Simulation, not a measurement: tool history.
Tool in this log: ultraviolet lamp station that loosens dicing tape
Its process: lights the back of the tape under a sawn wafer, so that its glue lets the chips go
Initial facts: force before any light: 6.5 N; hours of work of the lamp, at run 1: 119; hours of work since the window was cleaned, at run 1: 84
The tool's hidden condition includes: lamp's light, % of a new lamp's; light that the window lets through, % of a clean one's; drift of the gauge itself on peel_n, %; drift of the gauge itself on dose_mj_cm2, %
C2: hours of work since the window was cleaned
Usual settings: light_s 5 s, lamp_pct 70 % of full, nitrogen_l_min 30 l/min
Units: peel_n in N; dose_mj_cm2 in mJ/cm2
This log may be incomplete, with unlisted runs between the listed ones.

{"run": 1, "hour": 0.0, "light_s": 5, "lamp_pct": 70, "nitrogen_l_min": 30, "hours of work of the lamp": 119, "C2": 84, "peel_n": 0.478, "dose_mj_cm2": 246}
{"run": 2, "hour": 9.8, "light_s": 5, "lamp_pct": 70, "nitrogen_l_min": 30, "hours of work of the lamp": 127, "C2": 91, "peel_n": 0.477, "dose_mj_cm2": 244}
{"run": 3, "hour": 18.0, "light_s": 5, "lamp_pct": 70, "nitrogen_l_min": 30, "hours of work of the lamp": 133, "C2": 98, "peel_n": 0.469, "dose_mj_cm2": 243}
{"run": 4, "hour": 22.1, "light_s": 5, "lamp_pct": 70, "nitrogen_l_min": 30, "hours of work of the lamp": 136, "C2": 101, "peel_n": 0.469, "dose_mj_cm2": 245}
{"run": 5, "hour": 31.8, "light_s": 5, "lamp_pct": 70, "nitrogen_l_min": 30, "hours of work of the lamp": 144, "C2": 108, "peel_n": 0.494, "dose_mj_cm2": 247}
{"run": 6, "hour": 39.9, "light_s": 9, "lamp_pct": 70, "nitrogen_l_min": 30, "hours of work of the lamp": 150, "C2": 115, "peel_n": 0.158, "dose_mj_cm2": 442}
{"run": 7, "hour": 44.6, "light_s": 9, "lamp_pct": 70, "nitrogen_l_min": 30, "hours of work of the lamp": 154, "C2": 118, "peel_n": 0.154, "dose_mj_cm2": 449}
{"run": 8, "hour": 48.9, "light_s": 9, "lamp_pct": 70, "nitrogen_l_min": 30, "hours of work of the lamp": 157, "C2": 122, "peel_n": 0.161, "dose_mj_cm2": 441}
{"run": 9, "hour": 57.6, "light_s": 9, "lamp_pct": 70, "nitrogen_l_min": 30, "hours of work of the lamp": 164, "C2": 129, "peel_n": 0.152, "dose_mj_cm2": 433}
{"run": 10, "hour": 65.4, "light_s": 9, "lamp_pct": 70, "nitrogen_l_min": 30, "hours of work of the lamp": 170, "C2": 135, "peel_n": 0.16, "dose_mj_cm2": 442}
{"run": 11, "hour": 72.5, "light_s": 9, "lamp_pct": 70, "nitrogen_l_min": 30, "hours of work of the lamp": 176, "C2": 140, "peel_n": 0.166, "dose_mj_cm2": 438}
{"run": 12, "hour": 78.0, "light_s": 9, "lamp_pct": 70, "nitrogen_l_min": 30, "hours of work of the lamp": 180, "C2": 145, "peel_n": 0.168, "dose_mj_cm2": 445}
{"run": 13, "hour": 85.6, "light_s": 5, "lamp_pct": 70, "nitrogen_l_min": 18, "hours of work of the lamp": 186, "C2": 151, "peel_n": 0.72, "dose_mj_cm2": 242}
{"run": 14, "hour": 93.2, "light_s": 5, "lamp_pct": 70, "nitrogen_l_min": 18, "hours of work of the lamp": 192, "C2": 157, "peel_n": 0.692, "dose_mj_cm2": 242}
{"run": 15, "hour": 97.5, "light_s": 5, "lamp_pct": 70, "nitrogen_l_min": 30, "hours of work of the lamp": 195, "C2": 160, "peel_n": 0.462, "dose_mj_cm2": 244}
{"run": 16, "hour": 107.4, "light_s": 5, "lamp_pct": 70, "nitrogen_l_min": 30, "hours of work of the lamp": 203, "C2": 168, "peel_n": 0.481, "dose_mj_cm2": 245}
{"run": 17, "hour": 113.6, "light_s": 5, "lamp_pct": 70, "nitrogen_l_min": 30, "hours of work of the lamp": 208, "C2": 173, "peel_n": 0.456, "dose_mj_cm2": 244}
{"run": 18, "hour": 117.6, "light_s": 5, "lamp_pct": 70, "nitrogen_l_min": 30, "hours of work of the lamp": 211, "C2": 176, "peel_n": 0.474, "dose_mj_cm2": 242}
{"run": 19, "hour": 122.7, "light_s": 5, "lamp_pct": 70, "nitrogen_l_min": 30, "hours of work of the lamp": 215, "C2": 180, "peel_n": 0.472, "dose_mj_cm2": 247}
{"run": 20, "hour": 131.5, "light_s": 5, "lamp_pct": 70, "nitrogen_l_min": 12, "hours of work of the lamp": 222, "C2": 187, "peel_n": 0.953, "dose_mj_cm2": 245}
{"run": 21, "hour": 137.5, "light_s": 5, "lamp_pct": 70, "nitrogen_l_min": 30, "hours of work of the lamp": 227, "C2": 191, "peel_n": 0.456, "dose_mj_cm2": 245}
{"run": 22, "hour": 143.4, "light_s": 5, "lamp_pct": 70, "nitrogen_l_min": 30, "hours of work of the lamp": 231, "C2": 196, "peel_n": 0.47, "dose_mj_cm2": 246}
{"run": 23, "hour": 148.3, "light_s": 3, "lamp_pct": 76, "nitrogen_l_min": 30, "hours of work of the lamp": 235, "C2": 200, "peel_n": 1.054, "dose_mj_cm2": 158}
{"run": 24, "hour": 156.6, "light_s": 4, "lamp_pct": 95, "nitrogen_l_min": 13, "hours of work of the lamp": 242, "C2": 206, "peel_n": 0.829, "dose_mj_cm2": 264}
{"run": 25, "hour": 162.6, "light_s": 5, "lamp_pct": 74, "nitrogen_l_min": 18, "hours of work of the lamp": 246, "C2": 211, "peel_n": 0.64, "dose_mj_cm2": 256}
{"run": 26, "hour": 168.8, "light_s": 5, "lamp_pct": 77, "nitrogen_l_min": 32, "hours of work of the lamp": 251, "C2": 216, "peel_n": 0.37, "dose_mj_cm2": 264}
{"run": 27, "hour": 177.5, "light_s": 4, "lamp_pct": 92, "nitrogen_l_min": 48, "hours of work of the lamp": 258, "C2": 223, "peel_n": 0.298, "dose_mj_cm2": 255}
{"run": 28, "hour": 183.2, "light_s": 3, "lamp_pct": 60, "nitrogen_l_min": 16, "hours of work of the lamp": 263, "C2": 227, "peel_n": 2.102, "dose_mj_cm2": 131}
{"run": 29, "hour": 191.1, "light_s": 4, "lamp_pct": 95, "nitrogen_l_min": 27, "hours of work of the lamp": 269, "C2": 233, "peel_n": 0.445, "dose_mj_cm2": 267}
{"run": 30, "hour": 199.9, "light_s": 4, "lamp_pct": 95, "nitrogen_l_min": 27, "hours of work of the lamp": 276, "C2": 240, "peel_n": 0.404, "dose_mj_cm2": 261}
{"run": 31, "hour": 208.7, "light_s": 4, "lamp_pct": 95, "nitrogen_l_min": 27, "hours of work of the lamp": 283, "C2": 247, "peel_n": 0.436, "dose_mj_cm2": 264}
{"run": 32, "hour": 213.2, "light_s": 4, "lamp_pct": 95, "nitrogen_l_min": 27, "hours of work of the lamp": 286, "C2": 251, "peel_n": 0.424, "dose_mj_cm2": 268}
{"run": 33, "hour": 222.0, "light_s": 3, "lamp_pct": 95, "nitrogen_l_min": 12, "hours of work of the lamp": 293, "C2": 258, "peel_n": 1.346, "dose_mj_cm2": 199}
{"run": 34, "hour": 228.0, "light_s": 5, "lamp_pct": 78, "nitrogen_l_min": 12, "hours of work of the lamp": 298, "C2": 262, "peel_n": 0.797, "dose_mj_cm2": 271}
{"run": 35, "hour": 235.1, "light_s": 4, "lamp_pct": 94, "nitrogen_l_min": 30, "hours of work of the lamp": 303, "C2": 268, "peel_n": 0.397, "dose_mj_cm2": 264}
{"run": 36, "hour": 240.7, "light_s": 4, "lamp_pct": 94, "nitrogen_l_min": 30, "hours of work of the lamp": 308, "C2": 272, "peel_n": 0.411, "dose_mj_cm2": 261}
{"run": 37, "hour": 250.6, "light_s": 3, "lamp_pct": 74, "nitrogen_l_min": 12, "hours of work of the lamp": 315, "C2": 280, "peel_n": 1.919, "dose_mj_cm2": 153}
{"run": 38, "hour": 258.3, "light_s": 3, "lamp_pct": 74, "nitrogen_l_min": 12, "hours of work of the lamp": 322, "C2": 286, "peel_n": 1.879, "dose_mj_cm2": 158}
{"run": 39, "hour": 264.4, "light_s": 8, "lamp_pct": 94, "nitrogen_l_min": 19, "hours of work of the lamp": 326, "C2": 291, "peel_n": 0.173, "dose_mj_cm2": 527}
{"run": 40, "hour": 272.4, "light_s": 8, "lamp_pct": 94, "nitrogen_l_min": 28, "hours of work of the lamp": 333, "C2": 297, "peel_n": 0.148, "dose_mj_cm2": 521}
{"run": 41, "hour": 281.6, "light_s": 3, "lamp_pct": 75, "nitrogen_l_min": 30, "hours of work of the lamp": 340, "C2": 304, "peel_n": 1.082, "dose_mj_cm2": 157}
{"run": 42, "hour": 288.7, "light_s": 5, "lamp_pct": 88, "nitrogen_l_min": 30, "hours of work of the lamp": 345, "C2": 310, "peel_n": 0.297, "dose_mj_cm2": 306}

Predict each of these 5 candidate next runs independently; none follows another, all start after run 42:
{"run": "A", "hour": 297.7, "light_s": 5, "lamp_pct": 73, "nitrogen_l_min": 30, "hours of work of the lamp": 352, "C2": 317, "peel_n": "?", "dose_mj_cm2": "?"}
{"run": "B", "hour": 297.7, "light_s": 5, "lamp_pct": 61, "nitrogen_l_min": 30, "hours of work of the lamp": 352, "C2": 317, "peel_n": "?", "dose_mj_cm2": "?"}
{"run": "C", "hour": 297.7, "light_s": 6, "lamp_pct": 70, "nitrogen_l_min": 18, "hours of work of the lamp": 352, "C2": 317, "peel_n": "?", "dose_mj_cm2": "?"}
{"run": "D", "hour": 297.7, "light_s": 5, "lamp_pct": 65, "nitrogen_l_min": 30, "hours of work of the lamp": 352, "C2": 317, "peel_n": "?", "dose_mj_cm2": "?"}
{"run": "E", "hour": 297.7, "light_s": 3, "lamp_pct": 82, "nitrogen_l_min": 18, "hours of work of the lamp": 352, "C2": 317, "peel_n": "?", "dose_mj_cm2": "?"}

run=A peel_n=0.438 dose_mj_cm2=254
run=B peel_n=0.635 dose_mj_cm2=214
run=C peel_n=0.492 dose_mj_cm2=292
run=D peel_n=0.535 dose_mj_cm2=224
run=E peel_n=1.314 dose_mj_cm2=172
What these runs would have given with no unlogged condition in the tool:
run=A peel_n=0.437 dose_mj_cm2=254
run=B peel_n=0.634 dose_mj_cm2=214
run=C peel_n=0.491 dose_mj_cm2=292
run=D peel_n=0.534 dose_mj_cm2=225
run=E peel_n=1.312 dose_mj_cm2=172
